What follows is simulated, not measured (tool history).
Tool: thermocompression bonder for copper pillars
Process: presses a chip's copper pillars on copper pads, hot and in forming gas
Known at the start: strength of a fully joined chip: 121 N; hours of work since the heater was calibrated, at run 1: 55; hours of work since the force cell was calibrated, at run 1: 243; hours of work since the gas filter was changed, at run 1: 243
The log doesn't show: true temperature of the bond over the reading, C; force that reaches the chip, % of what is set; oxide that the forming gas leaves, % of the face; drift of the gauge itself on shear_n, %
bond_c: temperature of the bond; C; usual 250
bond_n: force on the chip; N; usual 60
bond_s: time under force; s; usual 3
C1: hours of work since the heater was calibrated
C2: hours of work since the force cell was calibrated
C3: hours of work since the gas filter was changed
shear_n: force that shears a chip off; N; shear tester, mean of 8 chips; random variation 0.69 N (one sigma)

Run 1, hour 0: usual settings; C1 55; C2 243; C3 243. Result: shear_n 44.9 N.
Run 2, hour 61: usual settings; C1 82; C2 270; C3 270. Result: shear_n 44.1 N.
At hour 132.9: forming gas filter changed.
Run 3, hour 132.9: usual settings; C1 114; C2 302; C3 0. Result: shear_n 48.3 N.
Run 4, hour 179.3: usual settings; C1 135; C2 322; C3 21. Result: shear_n 48.3 N.
Run 5, hour 235.7: usual settings but bond_c 238 C; C1 160; C2 347; C3 46. Result: shear_n 38.3 N.
Run 6, hour 310.3: usual settings but bond_c 238 C; C1 193; C2 381; C3 79. Result: shear_n 38.9 N.
Run 7, hour 379.2: usual settings but bond_n 81 N; C1 224; C2 411; C3 110. Result: shear_n 53.8 N.
Run 8, hour 432.2: usual settings but bond_n 81 N; C1 247; C2 435; C3 133. Result: shear_n 53.5 N.
Run 9, hour 509: usual settings; C1 282; C2 469; C3 168. Result: shear_n 47.1 N.
Run 10, hour 574.6: usual settings; C1 311; C2 498; C3 197. Result: shear_n 46 N.
Run 11, hour 613.9: usual settings but bond_c 254 C; C1 328; C2 516; C3 214. Result: shear_n 49.3 N.
Run 12, hour 672.4: usual settings but bond_c 254 C; C1 354; C2 542; C3 240. Result: shear_n 48.1 N.
Run 13, hour 754.4: usual settings but bond_c 254 C; C1 391; C2 578; C3 277. Result: shear_n 48.3 N.
At hour 761.2: force cell calibrated.
At hour 813.9: forming gas filter changed.
Run 14, hour 816.6: usual settings but bond_c 254 C; C1 418; C2 24; C3 1. Result: shear_n 51.7 N.
Run 15, hour 861.9: usual settings but bond_c 254 C; C1 438; C2 45; C3 21. Result: shear_n 52.2 N.
At hour 901.3: force cell calibrated, once more.
Run 16, hour 918.6: usual settings but bond_c 254 C; C1 463; C2 8; C3 46. Result: shear_n 51.5 N.
Run 17, hour 965.8: usual settings; C1 484; C2 29; C3 67. Result: shear_n 49.6 N.
Run 18, hour 1028.9: usual settings; C1 512; C2 57; C3 95. Result: shear_n 49.1 N.
Run 19, hour 1110.8: usual settings; C1 548; C2 93; C3 132. Result: shear_n 48.4 N.
Run 20, hour 1184.5: usual settings; C1 581; C2 126; C3 164. Result: shear_n 48.5 N.
Run 21, hour 1230.8: usual settings; C1 602; C2 147; C3 185. Result: shear_n 48.3 N.
Run 22, hour 1308.2: usual settings but bond_c 255 C, bond_n 56 N, bond_s 6 s; C1 636; C2 181; C3 220. Result: shear_n 63 N.
Run 23, hour 1354.9: usual settings but bond_c 251 C, bond_n 40 N, bond_s 2 s; C1 657; C2 202; C3 240. Result: shear_n 33.7 N.
Run 24, hour 1427.1: usual settings but bond_c 238 C, bond_n 79 N, bond_s 2 s; C1 689; C2 234; C3 273. Result: shear_n 39.1 N.
At hour 1492.5: forming gas filter changed.
Run 25, hour 1497.1: usual settings but bond_c 278 C, bond_s 2 s; C1 720; C2 265; C3 2. Result: shear_n 66.5 N.
Run 26, hour 1555.8: usual settings but bond_c 233 C; C1 746; C2 291; C3 28. Result: shear_n 38.3 N.
Run 27, hour 1619.4: usual settings but bond_c 256 C, bond_n 75 N; C1 775; C2 320; C3 57. Result: shear_n 61.8 N.
Run 28, hour 1662.9: usual settings but bond_c 256 C, bond_n 75 N; C1 794; C2 339; C3 76. Result: shear_n 61.6 N.
Run 29, hour 1732.9: usual settings but bond_c 260 C, bond_n 75 N; C1 825; C2 370; C3 107. Result: shear_n 64.7 N.
Run 30, hour 1808.7: usual settings but bond_c 260 C, bond_n 75 N; C1 859; C2 404; C3 141. Result: shear_n 62.8 N.
Run 31, hour 1882.8: usual settings but bond_c 260 C, bond_n 75 N; C1 892; C2 437; C3 174. Result: shear_n 63.4 N.
Run 32, hour 1960.9: usual settings but bond_c 275 C, bond_n 89 N, bond_s 7 s; C1 927; C2 472; C3 209. Result: shear_n 92.8 N.
Run 33, hour 2002.6: usual settings but bond_c 275 C, bond_n 89 N, bond_s 7 s; C1 945; C2 490; C3 227. Result: shear_n 94.9 N.
Run 34, hour 2084.6: usual settings but bond_c 264 C, bond_n 41 N; C1 982; C2 527; C3 264. Result: shear_n 49.4 N.
Run 35, hour 2138.2: usual settings but bond_c 264 C, bond_n 41 N; C1 1006; C2 551; C3 288. Result: shear_n 49.2 N.
At hour 2169.4: forming gas filter changed.
Run 36, hour 2182: usual settings but bond_n 78 N; C1 1025; C2 570; C3 6. Result: shear_n 59.5 N.
Run 37, hour 2224: usual settings but bond_c 265 C, bond_n 40 N; C1 1044; C2 589; C3 24. Result: shear_n 53.9 N.
Run 38, hour 2288.8: usual settings but bond_c 265 C, bond_n 40 N; C1 1073; C2 618; C3 53. Result: shear_n 51.6 N.
Run 39, hour 2325: usual settings but bond_c 265 C, bond_n 40 N; C1 1089; C2 634; C3 69. Result: shear_n 52.9 N.
At hour 2368.5: heater calibrated with a thermocouple chip.
Run 40, hour 2402.7: usual settings but bond_n 75 N, bond_s 5 s; C1 15; C2 668; C3 103. Result: shear_n 63.4 N.

The same runs without the tool's hidden state, with the same run-to-run variation:
run  shear_n
  1     48.3
  2     47.6
  3     48.1
  4     48.3
  5     38.4
  6     39.3
  7     54.7
  8     54.6
  9     48.4
 10     47.6
 11     51.2
 12     50.2
 13     50.8
 14     50.2
 15     50.9
 16     49.8
 17     48.1
 18     47.9
 19     47.5
 20     47.9
 21     47.8
 22     63.4
 23     33.6
 24     39.1
 25     62.9
 26     35.4
 27     58.7
 28     58.6
 29     62.2
 30     60.8
 31     61.9
 32     94.6
 33     97.2
 34     48.7
 35     48.7
 36     54.3
 37     49.4
 38     47.5
 39     48.9
 40     65.5

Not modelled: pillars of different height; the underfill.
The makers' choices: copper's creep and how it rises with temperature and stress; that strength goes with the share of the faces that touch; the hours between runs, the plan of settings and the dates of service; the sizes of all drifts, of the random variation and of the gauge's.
